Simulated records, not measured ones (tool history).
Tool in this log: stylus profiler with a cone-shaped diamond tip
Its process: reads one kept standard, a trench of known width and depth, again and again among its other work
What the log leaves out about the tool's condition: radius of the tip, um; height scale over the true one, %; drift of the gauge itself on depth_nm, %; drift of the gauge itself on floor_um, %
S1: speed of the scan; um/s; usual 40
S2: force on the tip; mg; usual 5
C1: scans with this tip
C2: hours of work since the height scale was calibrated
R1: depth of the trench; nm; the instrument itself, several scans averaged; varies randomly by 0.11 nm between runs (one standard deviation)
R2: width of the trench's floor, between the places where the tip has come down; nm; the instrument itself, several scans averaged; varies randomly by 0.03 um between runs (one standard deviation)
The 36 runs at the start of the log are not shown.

run,hour,S1,S2,C1,C2,R1,R2
37,710.1,49,4.34,7150,114,202.32,27970
38,725.6,69,4.82,7220,122,202.54,27870
39,743.8,11,5.73,7301,130,202.92,28040
40,761.9,11,5.73,7383,139,202.95,27980
41,790.9,97,3.1,7513,153,201.83,27810
42,810.2,40,5.79,7600,162,202.91,27870
43,826.8,103,2.04,7674,170,201.33,27680
44,852.9,69,8.68,7791,183,203.7,27910
45,871.5,69,8.68,7875,191,203.87,27920
46,893.5,56,3.96,7974,202,201.99,27880

Predict each of these 4 candidate next runs independently; none follows another, all start after run 46:
A,919.7,124,5,8091,214,?,?
B,919.7,48,4.71,8091,214,?,?
C,919.7,73,2.52,8091,214,?,?
D,919.7,43,12.8,8091,214,?,?

run,R1,R2
A,202.41,27770
B,202.43,27900
C,201.34,27820
D,204.74,28000
With the hidden condition removed and each run's random variation left untouched, the same runs would have given:
run,R1,R2
A,202.66,28040
B,202.68,28170
C,201.59,28090
D,204.99,28260

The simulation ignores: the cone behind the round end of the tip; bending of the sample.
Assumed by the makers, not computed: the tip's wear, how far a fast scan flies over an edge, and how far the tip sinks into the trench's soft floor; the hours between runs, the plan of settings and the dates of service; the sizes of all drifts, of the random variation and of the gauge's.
